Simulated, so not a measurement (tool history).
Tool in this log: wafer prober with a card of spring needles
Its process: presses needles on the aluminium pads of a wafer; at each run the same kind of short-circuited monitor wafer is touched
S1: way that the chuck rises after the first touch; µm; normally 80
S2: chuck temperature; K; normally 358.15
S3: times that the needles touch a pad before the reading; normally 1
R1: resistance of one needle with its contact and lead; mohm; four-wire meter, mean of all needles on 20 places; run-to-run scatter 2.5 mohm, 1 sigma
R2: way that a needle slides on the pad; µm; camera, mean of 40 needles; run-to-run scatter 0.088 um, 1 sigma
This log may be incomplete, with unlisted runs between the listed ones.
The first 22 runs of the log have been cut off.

run,hour,S1,S2,S3,R1,R2
# hour 277.7: tips cleaned on abrasive film
23,281.7,73,387.15,1,383,8.91
# hour 285.0: tips cleaned on abrasive film
# hour 292.9: tips cleaned on abrasive film
24,293.8,100,306.15,1,288,12.38
# hour 300.9: tips cleaned on abrasive film
25,303.6,100,306.15,1,310,12.22
# hour 308.0: tips cleaned on abrasive film
# hour 315.7: tips cleaned on abrasive film
26,317.3,65,341.15,2,321,7.88
# hour 323.2: tips cleaned on abrasive film
27,328.7,72,326.15,1,391,8.75
# hour 330.7: tips cleaned on abrasive film
# hour 338.0: tips cleaned on abrasive film
28,340.5,72,326.15,1,348,8.71
# hour 346.1: tips cleaned on abrasive film
29,353.0,67,326.15,1,450,8.14
# hour 354.1: tips cleaned on abrasive film
# hour 361.5: tips cleaned on abrasive film
30,365.9,80,342.15,3,311,9.45
# hour 369.2: tips cleaned on abrasive film
# hour 376.8: tips cleaned on abrasive film
31,380.0,87,361.15,1,344,10.62
# hour 383.9: tips cleaned on abrasive film
# hour 391.5: tips cleaned on abrasive film
32,397.0,72,351.15,3,331,8.62

What if the next run were any one of these 3? Each begins from the tool's condition after run 32:
# hour 399.6: tips cleaned on abrasive film
# hour 407.1: tips cleaned on abrasive film
# hour 415.1: tips cleaned on abrasive film
A,415.2,74,358.15,1,?,?
# hour 399.6: tips cleaned on abrasive film
# hour 407.1: tips cleaned on abrasive film
# hour 415.1: tips cleaned on abrasive film
B,415.2,85,307.15,2,?,?
# hour 399.6: tips cleaned on abrasive film
# hour 407.1: tips cleaned on abrasive film
# hour 415.1: tips cleaned on abrasive film
C,415.2,72,351.15,1,?,?

run,R1,R2
A,311,8.82
B,282,10.13
C,309,8.64
Without the tool's unlogged condition, the same runs would have read:
run,R1,R2
A,291,9.19
B,271,10.50
C,288,9.01
